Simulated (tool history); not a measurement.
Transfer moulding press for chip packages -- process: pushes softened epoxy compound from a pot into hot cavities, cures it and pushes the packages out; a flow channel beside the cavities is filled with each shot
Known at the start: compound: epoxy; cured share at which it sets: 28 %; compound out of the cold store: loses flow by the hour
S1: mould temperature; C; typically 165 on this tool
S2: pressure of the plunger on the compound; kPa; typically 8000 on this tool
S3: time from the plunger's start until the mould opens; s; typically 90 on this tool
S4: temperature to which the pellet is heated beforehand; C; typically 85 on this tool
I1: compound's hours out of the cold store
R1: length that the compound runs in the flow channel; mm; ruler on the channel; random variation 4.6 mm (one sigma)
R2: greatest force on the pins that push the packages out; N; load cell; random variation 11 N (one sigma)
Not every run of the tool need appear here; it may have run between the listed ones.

| run | hour | S1 | S2 | S3 | S4 | I1 | R1 | R2 |
|---|---|---|---|---|---|---|---|---|
| 1 | 0.0 | 165 | 8000 | 90 | 85 | 40.1 | 811 | 616 |
| 2 | 17.8 | 165 | 8000 | 90 | 85 | 21.6 | 908 | 652 |
| 3 | 41.9 | 165 | 8000 | 90 | 85 | 41.6 | 791 | 676 |
| 4 | 55.4 | 165 | 8000 | 90 | 85 | 46.4 | 773 | 682 |
|  | 57.9 | cavities cleaned with cleaning compound and waxed |
| 5 | 78.9 | 165 | 8000 | 90 | 85 | 15.9 | 945 | 732 |
| 6 | 101.0 | 165 | 8000 | 90 | 85 | 10.4 | 976 | 779 |
| 7 | 119.3 | 165 | 8000 | 90 | 85 | 26.9 | 873 | 755 |
| 8 | 132.8 | 165 | 8000 | 90 | 85 | 40.3 | 804 | 736 |
|  | 138.5 | cavities cleaned with cleaning compound and waxed, once more |
| 9 | 145.5 | 165 | 8000 | 90 | 85 | 13.4 | 953 | 544 |
| 10 | 165.3 | 165 | 8000 | 90 | 94 | 34.6 | 828 | 554 |
| 11 | 176.5 | 165 | 8000 | 90 | 83 | 22.5 | 887 | 607 |
| 12 | 188.8 | 166 | 8000 | 90 | 85 | 33.9 | 826 | 606 |
| 13 | 205.9 | 166 | 8000 | 90 | 85 | 20.7 | 906 | 616 |
| 14 | 220.4 | 166 | 8000 | 104 | 85 | 14.4 | 938 | 583 |
| 15 | 237.1 | 163 | 8490 | 83 | 86 | 28.9 | 878 | 824 |
| 16 | 248.2 | 163 | 8490 | 83 | 86 | 45.9 | 785 | 796 |
|  | 252.8 | cavities cleaned with cleaning compound and waxed |
| 17 | 264.8 | 165 | 9750 | 90 | 85 | 38.7 | 885 | 533 |

Forecast run 18:
| 18 | 276.3 | 165 | 9750 | 90 | 85 | 39.4 | ? | ? |

R1: 878 mm
R2: 558 N
Had the tool carried no hidden state, the very same run would have given R1 928 mm, R2 505 N.

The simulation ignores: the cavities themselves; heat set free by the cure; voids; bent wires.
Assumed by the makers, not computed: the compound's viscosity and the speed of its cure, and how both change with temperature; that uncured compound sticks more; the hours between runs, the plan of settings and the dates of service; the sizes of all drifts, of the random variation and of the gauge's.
